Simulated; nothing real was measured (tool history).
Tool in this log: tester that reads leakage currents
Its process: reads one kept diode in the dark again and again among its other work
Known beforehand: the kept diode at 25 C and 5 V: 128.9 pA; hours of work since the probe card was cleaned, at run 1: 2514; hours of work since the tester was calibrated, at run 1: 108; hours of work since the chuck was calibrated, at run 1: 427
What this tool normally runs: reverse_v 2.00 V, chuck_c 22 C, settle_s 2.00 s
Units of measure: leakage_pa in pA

run      day  reverse_v  chuck_c  settle_s  hours of work since the probe card was cleaned  hours of work since the tester was calibrated  hours of work since the chuck was calibrated  leakage_pa
  1    0.000       2.00       22      2.00                                            2514                                            108                                           427       72.01
  2    7.133       2.00       27      2.00                                            2591                                            185                                           505      114.81
  3   14.554       2.00       22      2.00                                            2672                                            266                                           585       73.06
  4   20.950       2.00       22      2.00                                            2741                                            335                                           655       74.31
  5   28.125       1.79       22      2.00                                            2819                                            413                                           733       70.86
  6   33.633       8.30       22      2.00                                            2879                                            473                                           792      153.44
  7   42.496       8.30       22      2.00                                            2975                                            569                                           889      155.80
  8   46.142       8.30       22      2.00                                            3015                                            609                                           928      156.16
  9   54.821       2.00       22      2.00                                            3109                                            703                                          1022       77.60
 10   59.362       5.26       22      2.00                                            3158                                            752                                          1072      126.16
 11   63.333       5.26       22      2.00                                            3201                                            795                                          1115      126.56
 12   71.667       5.26       22      2.00                                            3292                                            886                                          1205      127.90
 13   78.796       1.33       60      2.45                                            3369                                            963                                          1283     1643.09
 14   83.792       1.33       60      2.45                                            3423                                           1017                                          1337     1654.76
 15   88.375       1.33       60      2.45                                            3473                                           1067                                          1387     1663.62
 16   95.908       1.33       60      3.29                                            3555                                           1149                                          1469     1675.63
 17  103.525      16.31       60      3.29                                            3638                                           1232                                          1551     5178.26
 18  108.425      16.31       30      1.56                                            3691                                           1285                                          1604      471.70
 19  116.904       7.71       20      1.56                                            3783                                           1377                                          1697      141.24
     122.962  -- probe card cleaned and baked
 20  122.962       4.57       32      1.16                                               0                                           1441                                          1761      291.48

Below are 5 alternative next runs, each starting from the tool's condition after run 20. Predict each:
  A  128.100       4.57       32      1.98                                              56                                           1497                                          1817           ?
  B  128.100       1.12       32      2.09                                              56                                           1497                                          1817           ?
  C  128.100      14.02       37      3.14                                              56                                           1497                                          1817           ?
  D  128.100       4.01       32      2.23                                              56                                           1497                                          1817           ?
  E  128.100      16.17       22      2.00                                              56                                           1497                                          1817           ?

run  leakage_pa
  A      293.02
  B      156.18
  C      749.48
  D      276.76
  E      204.74
Had the tool no hidden state, the same runs would have come out as:
run  leakage_pa
  A      240.43
  B      128.13
  C      618.57
  D      227.07
  E      165.86

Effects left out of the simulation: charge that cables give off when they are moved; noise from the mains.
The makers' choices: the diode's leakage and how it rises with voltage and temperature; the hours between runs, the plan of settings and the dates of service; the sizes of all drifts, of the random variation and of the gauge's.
